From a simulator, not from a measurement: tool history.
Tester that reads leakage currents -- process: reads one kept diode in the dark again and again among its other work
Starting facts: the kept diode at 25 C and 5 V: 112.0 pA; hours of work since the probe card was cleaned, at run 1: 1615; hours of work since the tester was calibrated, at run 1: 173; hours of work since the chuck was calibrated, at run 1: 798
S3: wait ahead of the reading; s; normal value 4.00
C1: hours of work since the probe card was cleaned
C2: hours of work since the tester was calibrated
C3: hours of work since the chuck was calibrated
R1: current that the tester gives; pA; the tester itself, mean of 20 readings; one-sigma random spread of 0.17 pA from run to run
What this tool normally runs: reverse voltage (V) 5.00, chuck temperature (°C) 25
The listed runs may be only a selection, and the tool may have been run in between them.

Run 1, hour 0.0: usual settings; C1 1615; C2 173; C3 798. Result: R1 114.10 pA.
Run 2, hour 30.6: usual settings; C1 1633; C2 191; C3 816. Result: R1 113.85 pA.
Run 3, hour 49.7: usual settings but S3 6.23 s; C1 1644; C2 202; C3 827. Result: R1 113.90 pA.
Run 4, hour 73.7: usual settings; C1 1658; C2 215; C3 841. Result: R1 113.85 pA.
Run 5, hour 102.6: usual settings; C1 1675; C2 232; C3 858. Result: R1 114.08 pA.
Run 6, hour 125.0: usual settings; C1 1688; C2 245; C3 871. Result: R1 113.88 pA.
Run 7, hour 153.9: usual settings but reverse voltage (V) 1.88; C1 1704; C2 262; C3 887. Result: R1 73.84 pA.
Run 8, hour 177.8: usual settings but S3 0.55 s; C1 1718; C2 276; C3 901. Result: R1 114.88 pA.
Run 9, hour 193.9: usual settings but chuck temperature (°C) 28; C1 1728; C2 285; C3 910. Result: R1 139.69 pA.
Run 10, hour 211.1: usual settings but chuck temperature (°C) 50; C1 1738; C2 295; C3 920. Result: R1 581.57 pA.
Run 11, hour 236.6: usual settings; C1 1752; C2 310; C3 935. Result: R1 113.93 pA.
Run 12, hour 266.4: usual settings; C1 1770; C2 327; C3 952. Result: R1 113.45 pA.
Run 13, hour 291.3: usual settings; C1 1784; C2 342; C3 967. Result: R1 113.84 pA.
Run 14, hour 320.9: usual settings; C1 1801; C2 359; C3 984. Result: R1 113.79 pA.
At hour 343.0: probe card cleaned and baked.
Run 15, hour 343.2: usual settings but reverse voltage (V) 2.84; C1 0; C2 370; C3 995. Result: R1 89.02 pA.
Run 16, hour 368.0: usual settings but S3 0.87 s; C1 14; C2 384; C3 1010. Result: R1 115.75 pA.
Run 17, hour 383.8: usual settings but chuck temperature (°C) 41; C1 24; C2 394; C3 1019. Result: R1 332.15 pA.
Run 18, hour 410.3: usual settings; C1 39; C2 409; C3 1034. Result: R1 115.15 pA.
Run 19, hour 435.5: usual settings; C1 54; C2 423; C3 1049. Result: R1 114.66 pA.
Run 20, hour 466.1: usual settings; C1 71; C2 441; C3 1067. Result: R1 114.99 pA.
Run 21, hour 485.1: usual settings but chuck temperature (°C) 36, S3 3.85 s; C1 82; C2 452; C3 1078. Result: R1 239.23 pA.
Run 22, hour 505.3: usual settings but reverse voltage (V) 10.68, chuck temperature (°C) 45, S3 3.85 s; C1 94; C2 464; C3 1089. Result: R1 590.91 pA.
At hour 510.8: probe card cleaned and baked, once more.
Run 23, hour 525.4: usual settings but chuck temperature (°C) 52, S3 0.33 s; C1 9; C2 474; C3 1099. Result: R1 648.87 pA.
At hour 546.4: chuck's temperature calibrated.
Run 24, hour 546.4: usual settings but reverse voltage (V) 13.60, chuck temperature (°C) 30, S3 8.83 s; C1 19; C2 485; C3 0. Result: R1 241.92 pA.
Run 25, hour 562.9: usual settings but reverse voltage (V) 14.53, chuck temperature (°C) 55, S3 1.98 s; C1 29; C2 494; C3 10. Result: R1 1240.70 pA.
Run 26, hour 587.4: usual settings but S3 2.61 s; C1 43; C2 509; C3 24. Result: R1 111.05 pA.
Run 27, hour 618.5: usual settings but reverse voltage (V) 3.60, chuck temperature (°C) 21; C1 61; C2 527; C3 42. Result: R1 72.10 pA.
Run 28, hour 649.5: usual settings but S3 0.85 s; C1 79; C2 545; C3 60. Result: R1 111.45 pA.
Run 29, hour 678.0: usual settings but S3 0.85 s; C1 96; C2 561; C3 76. Result: R1 111.57 pA.
Run 30, hour 706.7: usual settings but S3 0.85 s; C1 112; C2 578; C3 93. Result: R1 111.20 pA.
Run 31, hour 727.6: usual settings but reverse voltage (V) 7.20, S3 2.07 s; C1 125; C2 590; C3 105. Result: R1 129.60 pA.
Run 32, hour 750.9: usual settings but reverse voltage (V) 7.20, S3 2.07 s; C1 138; C2 603; C3 119. Result: R1 129.62 pA.
Run 33, hour 780.2: usual settings but reverse voltage (V) 3.88, chuck temperature (°C) 29; C1 155; C2 620; C3 136. Result: R1 131.76 pA.
Run 34, hour 793.5: usual settings but reverse voltage (V) 3.88, chuck temperature (°C) 29; C1 163; C2 628; C3 143. Result: R1 131.25 pA.
Run 35, hour 812.6: usual settings but reverse voltage (V) 3.22, chuck temperature (°C) 29; C1 174; C2 639; C3 154. Result: R1 121.57 pA.
Run 36, hour 836.6: usual settings but reverse voltage (V) 2.38, chuck temperature (°C) 27; C1 188; C2 653; C3 168. Result: R1 92.76 pA.
Run 37, hour 852.5: usual settings but reverse voltage (V) 3.58, chuck temperature (°C) 52; C1 197; C2 662; C3 177. Result: R1 568.87 pA.
Run 38, hour 880.2: usual settings but reverse voltage (V) 3.58, chuck temperature (°C) 52; C1 213; C2 678; C3 194. Result: R1 569.50 pA.
Run 39, hour 907.5: usual settings but reverse voltage (V) 3.58, chuck temperature (°C) 52; C1 229; C2 694; C3 209. Result: R1 568.51 pA.
Run 40, hour 937.3: usual settings but reverse voltage (V) 17.02, chuck temperature (°C) 21, S3 1.25 s; C1 246; C2 711; C3 227. Result: R1 141.23 pA.

Measured less the same run without the tool's hidden state. The same run-to-run variation is in both; the gauge's scatter may not be:
Hidden state present: stray current of the dirty probe card, pA a volt; current scale over the true one, %; true chuck temperature over the reading, C; drift of the gauge itself on leakage_pa, %.
run      R1
  1   +1.68
  2   +1.65
  3   +1.64
  4   +1.61
  5   +1.60
  6   +1.56
  7   -0.33
  8   +1.50
  9   +0.78
 10  -10.10
 11   +1.43
 12   +1.40
 13   +1.37
 14   +1.34
 15   +0.76
 16   +2.74
 17   -3.68
 18   +2.69
 19   +2.66
 20   +2.62
 21   -1.44
 22   -4.87
 23  -20.76
 24   -2.78
 25  -12.88
 26   -1.39
 27   -0.94
 28   -1.45
 29   -1.49
 30   -1.51
 31   -1.69
 32   -1.73
 33   -2.03
 34   -2.04
 35   -1.97
 36   -1.58
 37   -9.28
 38   -9.60
 39   -9.88
 40   -0.86
